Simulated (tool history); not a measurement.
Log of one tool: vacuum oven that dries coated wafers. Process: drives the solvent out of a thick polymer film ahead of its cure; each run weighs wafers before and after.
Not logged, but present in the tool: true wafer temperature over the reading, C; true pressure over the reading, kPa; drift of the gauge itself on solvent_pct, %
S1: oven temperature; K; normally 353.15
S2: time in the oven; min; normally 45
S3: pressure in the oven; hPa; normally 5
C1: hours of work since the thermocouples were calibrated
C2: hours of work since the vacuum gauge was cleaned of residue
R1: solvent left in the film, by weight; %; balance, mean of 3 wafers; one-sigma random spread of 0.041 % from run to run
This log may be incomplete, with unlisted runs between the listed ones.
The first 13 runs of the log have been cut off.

| run | hour | S1 | S2 | S3 | C1 | C2 | R1 |
|---|---|---|---|---|---|---|---|
| 14 | 1008.6 | 353.15 | 45 | 3.34 | 558 | 1725 | 2.94 |
| 15 | 1127.4 | 353.15 | 45 | 3.34 | 613 | 1779 | 2.91 |
| 16 | 1244.3 | 353.15 | 45 | 5 | 667 | 1833 | 3.02 |
|  | 1253.5 | oven's thermocouples calibrated |
| 17 | 1310.8 | 353.15 | 45 | 5 | 26 | 1863 | 3.14 |
| 18 | 1420.8 | 353.15 | 45 | 5 | 77 | 1914 | 3.21 |
|  | 1476.8 | oven's thermocouples calibrated, once more |
| 19 | 1480.3 | 353.15 | 45 | 5 | 2 | 1940 | 2.78 |
| 20 | 1551.7 | 353.15 | 45 | 5 | 35 | 1973 | 2.86 |
| 21 | 1660.8 | 353.15 | 45 | 5 | 85 | 2023 | 2.91 |
| 22 | 1728.2 | 353.15 | 45 | 5 | 116 | 2054 | 2.85 |
| 23 | 1789.7 | 353.15 | 45 | 5 | 144 | 2083 | 2.87 |
| 24 | 1912.3 | 355.15 | 34 | 4.53 | 201 | 2139 | 3.45 |
| 25 | 2035.2 | 355.15 | 34 | 4.53 | 257 | 2196 | 3.54 |
| 26 | 2141.7 | 345.15 | 45 | 2.69 | 306 | 2245 | 4.57 |
| 27 | 2199.8 | 345.15 | 45 | 2.69 | 333 | 2272 | 4.55 |

Run 28 comes next. What will it give?
| 28 | 2312.6 | 366.15 | 45 | 3.56 | 385 | 2324 | ? |

Run 28 measured R1 1.03 %.
With the hidden condition absent and the run-to-run variation left alone, this run would have shown R1 0.68 %.

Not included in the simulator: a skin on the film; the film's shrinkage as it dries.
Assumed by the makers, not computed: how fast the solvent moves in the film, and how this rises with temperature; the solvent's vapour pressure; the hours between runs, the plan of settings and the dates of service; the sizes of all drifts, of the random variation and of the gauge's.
